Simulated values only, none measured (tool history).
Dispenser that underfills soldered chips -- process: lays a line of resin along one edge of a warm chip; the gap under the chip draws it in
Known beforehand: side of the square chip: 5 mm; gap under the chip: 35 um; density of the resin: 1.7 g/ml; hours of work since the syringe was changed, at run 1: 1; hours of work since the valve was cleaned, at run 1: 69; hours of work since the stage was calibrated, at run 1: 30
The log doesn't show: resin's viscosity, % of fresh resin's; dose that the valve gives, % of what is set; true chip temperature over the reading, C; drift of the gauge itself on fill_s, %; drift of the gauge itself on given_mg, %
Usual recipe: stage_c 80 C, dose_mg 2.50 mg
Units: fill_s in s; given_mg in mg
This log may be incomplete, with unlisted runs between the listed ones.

run,hour,stage_c,dose_mg,hours of work since the syringe was changed,hours of work since the valve was cleaned,hours of work since the stage was calibrated,fill_s,given_mg
1,0.0,80,2.50,1,69,30,42.1,2.36
# hour 2.0: dispensing valve cleaned and set on the balance
2,8.0,80,2.50,7,5,35,53.5,2.51
# hour 10.9: new syringe of resin
3,17.9,80,2.50,6,12,43,50.6,2.44
# hour 22.6: new syringe of resin
4,28.8,80,2.50,5,21,51,50.0,2.44
# hour 34.0: new syringe of resin
5,35.8,80,2.76,1,26,57,42.6,2.71
6,43.2,80,2.50,7,32,62,54.6,2.43
# hour 45.8: new syringe of resin
7,48.9,80,2.50,2,36,67,46.4,2.42
# hour 57.1: new syringe of resin
8,58.7,80,2.50,1,43,74,43.4,2.43
9,63.7,80,2.50,5,47,78,50.7,2.40
# hour 68.4: new syringe of resin
10,70.1,80,2.50,1,52,83,42.4,2.37
11,76.2,80,2.50,6,57,88,51.7,2.43
# hour 79.8: new syringe of resin
12,84.9,80,2.50,4,63,94,48.9,2.38
13,89.5,80,2.50,8,67,98,57.8,2.34
# hour 91.2: new syringe of resin
# hour 95.2: dispensing valve cleaned and set on the balance
14,96.9,71,2.50,4,1,103,66.9,2.48
15,102.8,71,2.50,8,6,107,82.2,2.48
# hour 103.7: new syringe of resin
16,114.4,80,2.47,8,15,116,59.1,2.47
# hour 115.6: new syringe of resin
17,123.2,80,2.50,6,22,123,52.6,2.43
# hour 127.6: new syringe of resin
18,133.5,86,2.83,5,29,130,39.2,2.78
# hour 139.1: new syringe of resin
19,144.3,86,2.83,4,38,139,39.4,2.74
20,149.1,75,2.87,8,41,142,67.3,2.78
# hour 150.9: new syringe of resin
21,155.0,75,2.87,3,46,147,56.3,2.77
# hour 162.0: new syringe of resin
22,163.4,75,2.87,1,52,153,51.0,2.75
23,168.2,88,2.61,5,56,157,37.6,2.49
# hour 173.1: new syringe of resin
24,176.9,88,2.36,3,62,164,35.5,2.26
# hour 184.5: new syringe of resin
25,185.5,88,2.36,1,69,170,31.5,2.26
# hour 187.4: dispensing valve cleaned and set on the balance
26,195.9,88,2.10,8,7,177,45.8,2.09
# hour 197.0: new syringe of resin
27,206.8,88,2.10,8,15,186,44.5,2.07
# hour 208.7: new syringe of resin
28,216.1,72,2.18,6,22,193,73.2,2.12
# hour 220.5: new syringe of resin
29,227.0,72,2.18,5,30,201,70.2,2.14
# hour 231.9: new syringe of resin
30,236.2,72,2.18,3,37,208,65.9,2.11
31,242.1,87,2.87,8,42,213,44.9,2.80
# hour 243.2: new syringe of resin
32,252.4,87,2.87,7,50,220,44.9,2.77
# hour 254.4: new syringe of resin
33,257.4,87,2.87,2,53,224,35.5,2.74

Across each entry between runs, compare the hidden state at the last listed run before it with the hidden state at the first listed run after it:
In the gap between runs 1 and 2: dispensing valve cleaned and set on the balance (hour 2.0)
  resin's viscosity, % of fresh resin's: 105.2 -> 134.4; dose that the valve gives, % of what is set: 95.06 -> 99.31; true chip temperature over the reading, C: -0.01 -> -0.04
  the result without the hidden state subtracted from the measured one, fill_s: +2.3 -> +13.9 s; given_mg: -0.13 -> -0.02 mg
In the gap between runs 2 and 3: new syringe of resin (hour 10.9)
  resin's viscosity, % of fresh resin's: 134.4 -> 127.7; dose that the valve gives, % of what is set: 99.31 -> 98.75; true chip temperature over the reading, C: -0.04 -> -0.08
  the result without the hidden state subtracted from the measured one, fill_s: +13.9 -> +11.2 s; given_mg: -0.02 -> -0.03 mg
In the gap between runs 3 and 4: new syringe of resin (hour 22.6)
  resin's viscosity, % of fresh resin's: 127.7 -> 125.4; dose that the valve gives, % of what is set: 98.75 -> 98.17; true chip temperature over the reading, C: -0.08 -> -0.12
  the result without the hidden state subtracted from the measured one, fill_s: +11.2 -> +10.4 s; given_mg: -0.03 -> -0.05 mg
In the gap between runs 4 and 5: new syringe of resin (hour 34.0)
  resin's viscosity, % of fresh resin's: 125.4 -> 105.8; dose that the valve gives, % of what is set: 98.17 -> 97.81; true chip temperature over the reading, C: -0.12 -> -0.15
  the result without the hidden state subtracted from the measured one, fill_s: +10.4 -> +2.6 s; given_mg: -0.05 -> -0.06 mg
In the gap between runs 6 and 7: new syringe of resin (hour 45.8)
  resin's viscosity, % of fresh resin's: 137.2 -> 115; dose that the valve gives, % of what is set: 97.42 -> 97.12; true chip temperature over the reading, C: -0.18 -> -0.21
  the result without the hidden state subtracted from the measured one, fill_s: +15.2 -> +6.4 s; given_mg: -0.07 -> -0.07 mg
In the gap between runs 7 and 8: new syringe of resin (hour 57.1)
  resin's viscosity, % of fresh resin's: 115 -> 106.4; dose that the valve gives, % of what is set: 97.12 -> 96.62; true chip temperature over the reading, C: -0.21 -> -0.24
  the result without the hidden state subtracted from the measured one, fill_s: +6.4 -> +3.1 s; given_mg: -0.07 -> -0.08 mg
In the gap between runs 9 and 10: new syringe of resin (hour 68.4)
  resin's viscosity, % of fresh resin's: 127 -> 104.1; dose that the valve gives, % of what is set: 96.34 -> 96.02; true chip temperature over the reading, C: -0.27 -> -0.29
  the result without the hidden state subtracted from the measured one, fill_s: +11.4 -> +2.3 s; given_mg: -0.10 -> -0.09 mg
In the gap between runs 11 and 12: new syringe of resin (hour 79.8)
  resin's viscosity, % of fresh resin's: 129.1 -> 121.5; dose that the valve gives, % of what is set: 95.69 -> 95.18; true chip temperature over the reading, C: -0.32 -> -0.35
  the result without the hidden state subtracted from the measured one, fill_s: +12.4 -> +9.4 s; given_mg: -0.11 -> -0.12 mg
In the gap between runs 13 and 14: new syringe of resin (hour 91.2); dispensing valve cleaned and set on the balance (hour 95.2)
  resin's viscosity, % of fresh resin's: 142.6 -> 119.9; dose that the valve gives, % of what is set: 94.88 -> 99.68; true chip temperature over the reading, C: -0.37 -> -0.4
  the result without the hidden state subtracted from the measured one, fill_s: +18.0 -> +12.0 s; given_mg: -0.13 -> -0.01 mg
In the gap between runs 15 and 16: new syringe of resin (hour 103.7)
  resin's viscosity, % of fresh resin's: 147.4 -> 143.6; dose that the valve gives, % of what is set: 99.36 -> 98.73; true chip temperature over the reading, C: -0.42 -> -0.47
  the result without the hidden state subtracted from the measured one, fill_s: +27.5 -> +18.7 s; given_mg: -0.01 -> -0.03 mg
In the gap between runs 16 and 17: new syringe of resin (hour 115.6)
  resin's viscosity, % of fresh resin's: 143.6 -> 129.2; dose that the valve gives, % of what is set: 98.73 -> 98.21; true chip temperature over the reading, C: -0.47 -> -0.5
  the result without the hidden state subtracted from the measured one, fill_s: +18.7 -> +12.6 s; given_mg: -0.03 -> -0.05 mg
In the gap between runs 17 and 18: new syringe of resin (hour 127.6)
  resin's viscosity, % of fresh resin's: 129.2 -> 123.6; dose that the valve gives, % of what is set: 98.21 -> 97.67; true chip temperature over the reading, C: -0.5 -> -0.54
  the result without the hidden state subtracted from the measured one, fill_s: +12.6 -> +8.2 s; given_mg: -0.05 -> -0.07 mg
In the gap between runs 18 and 19: new syringe of resin (hour 139.1)
  resin's viscosity, % of fresh resin's: 123.6 -> 117.9; dose that the valve gives, % of what is set: 97.67 -> 97.09; true chip temperature over the reading, C: -0.54 -> -0.59
  the result without the hidden state subtracted from the measured one, fill_s: +8.2 -> +6.7 s; given_mg: -0.07 -> -0.09 mg
In the gap between runs 20 and 21: new syringe of resin (hour 150.9)
  resin's viscosity, % of fresh resin's: 139.7 -> 115.4; dose that the valve gives, % of what is set: 96.79 -> 96.48; true chip temperature over the reading, C: -0.61 -> -0.63
  the result without the hidden state subtracted from the measured one, fill_s: +20.3 -> +8.8 s; given_mg: -0.09 -> -0.10 mg
In the gap between runs 21 and 22: new syringe of resin (hour 162.0)
  resin's viscosity, % of fresh resin's: 115.4 -> 103.4; dose that the valve gives, % of what is set: 96.48 -> 96; true chip temperature over the reading, C: -0.63 -> -0.66
  the result without the hidden state subtracted from the measured one, fill_s: +8.8 -> +3.0 s; given_mg: -0.10 -> -0.12 mg
In the gap between runs 23 and 24: new syringe of resin (hour 173.1)
  resin's viscosity, % of fresh resin's: 122 -> 113.8; dose that the valve gives, % of what is set: 95.77 -> 95.3; true chip temperature over the reading, C: -0.68 -> -0.72
  the result without the hidden state subtracted from the measured one, fill_s: +7.7 -> +5.3 s; given_mg: -0.11 -> -0.11 mg
In the gap between runs 24 and 25: new syringe of resin (hour 184.5)
  resin's viscosity, % of fresh resin's: 113.8 -> 103.4; dose that the valve gives, % of what is set: 95.3 -> 94.83; true chip temperature over the reading, C: -0.72 -> -0.75
  the result without the hidden state subtracted from the measured one, fill_s: +5.3 -> +2.1 s; given_mg: -0.11 -> -0.12 mg
In the gap between runs 25 and 26: dispensing valve cleaned and set on the balance (hour 187.4)
  resin's viscosity, % of fresh resin's: 103.4 -> 143.9; dose that the valve gives, % of what is set: 94.83 -> 99.3; true chip temperature over the reading, C: -0.75 -> -0.79
  the result without the hidden state subtracted from the measured one, fill_s: +2.1 -> +14.7 s; given_mg: -0.12 -> -0.01 mg
In the gap between runs 26 and 27: new syringe of resin (hour 197.0)
  resin's viscosity, % of fresh resin's: 143.9 -> 141.9; dose that the valve gives, % of what is set: 99.3 -> 98.66; true chip temperature over the reading, C: -0.79 -> -0.84
  the result without the hidden state subtracted from the measured one, fill_s: +14.7 -> +14.2 s; given_mg: -0.01 -> -0.03 mg
In the gap between runs 27 and 28: new syringe of resin (hour 208.7)
  resin's viscosity, % of fresh resin's: 141.9 -> 128.2; dose that the valve gives, % of what is set: 98.66 -> 98.2; true chip temperature over the reading, C: -0.84 -> -0.87
  the result without the hidden state subtracted from the measured one, fill_s: +14.2 -> +18.2 s; given_mg: -0.03 -> -0.03 mg
In the gap between runs 28 and 29: new syringe of resin (hour 220.5)
  resin's viscosity, % of fresh resin's: 128.2 -> 124.6; dose that the valve gives, % of what is set: 98.2 -> 97.63; true chip temperature over the reading, C: -0.87 -> -0.92
  the result without the hidden state subtracted from the measured one, fill_s: +18.2 -> +16.0 s; given_mg: -0.03 -> -0.05 mg
In the gap between runs 29 and 30: new syringe of resin (hour 231.9)
  resin's viscosity, % of fresh resin's: 124.6 -> 113.5; dose that the valve gives, % of what is set: 97.63 -> 97.12; true chip temperature over the reading, C: -0.92 -> -0.96
  the result without the hidden state subtracted from the measured one, fill_s: +16.0 -> +10.1 s; given_mg: -0.05 -> -0.07 mg
In the gap between runs 31 and 32: new syringe of resin (hour 243.2)
  resin's viscosity, % of fresh resin's: 139.4 -> 138.2; dose that the valve gives, % of what is set: 96.76 -> 96.25; true chip temperature over the reading, C: -0.98 -> -1.02
  the result without the hidden state subtracted from the measured one, fill_s: +13.8 -> +13.5 s; given_mg: -0.09 -> -0.11 mg
In the gap between runs 32 and 33: new syringe of resin (hour 254.4)
  resin's viscosity, % of fresh resin's: 138.2 -> 110.7; dose that the valve gives, % of what is set: 96.25 -> 96.01; true chip temperature over the reading, C: -1.02 -> -1.04
  the result without the hidden state subtracted from the measured one, fill_s: +13.5 -> +4.6 s; given_mg: -0.11 -> -0.11 mg
